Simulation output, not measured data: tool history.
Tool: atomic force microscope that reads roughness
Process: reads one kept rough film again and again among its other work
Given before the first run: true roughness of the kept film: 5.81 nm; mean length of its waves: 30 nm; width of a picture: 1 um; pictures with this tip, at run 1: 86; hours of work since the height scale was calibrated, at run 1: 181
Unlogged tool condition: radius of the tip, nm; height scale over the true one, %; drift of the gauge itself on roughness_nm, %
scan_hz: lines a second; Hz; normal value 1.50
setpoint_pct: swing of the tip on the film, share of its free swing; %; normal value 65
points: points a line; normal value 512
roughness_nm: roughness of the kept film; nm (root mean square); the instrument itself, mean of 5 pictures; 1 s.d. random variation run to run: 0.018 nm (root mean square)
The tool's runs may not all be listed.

run,hour,scan_hz,setpoint_pct,points,pictures with this tip,hours of work since the height scale was calibrated,roughness_nm
1,0.0,1.50,65,512,86,181,4.543
2,17.0,1.50,65,512,98,188,4.532
3,42.2,1.50,65,512,115,198,4.495
4,53.7,1.50,61,512,123,203,4.478
5,66.6,1.50,67,512,131,209,4.445
6,78.3,1.50,67,512,139,213,4.437
7,91.2,1.50,67,512,148,219,4.472
8,104.9,1.50,67,512,157,225,4.466
9,118.4,1.50,65,514,166,230,4.489
10,139.3,1.50,65,514,181,239,4.473
11,153.8,1.66,69,512,190,245,4.447

Estimate the outcome of run 12 from the log above:
# hour 160.3: new tip fitted
12,179.2,1.00,57,294,13,256,?

{"run 12": {"roughness_nm": 4.544}}
Were there no unlogged condition in the tool, this run, its random variation unchanged, would have produced roughness_nm 4.546 nm (root mean square).
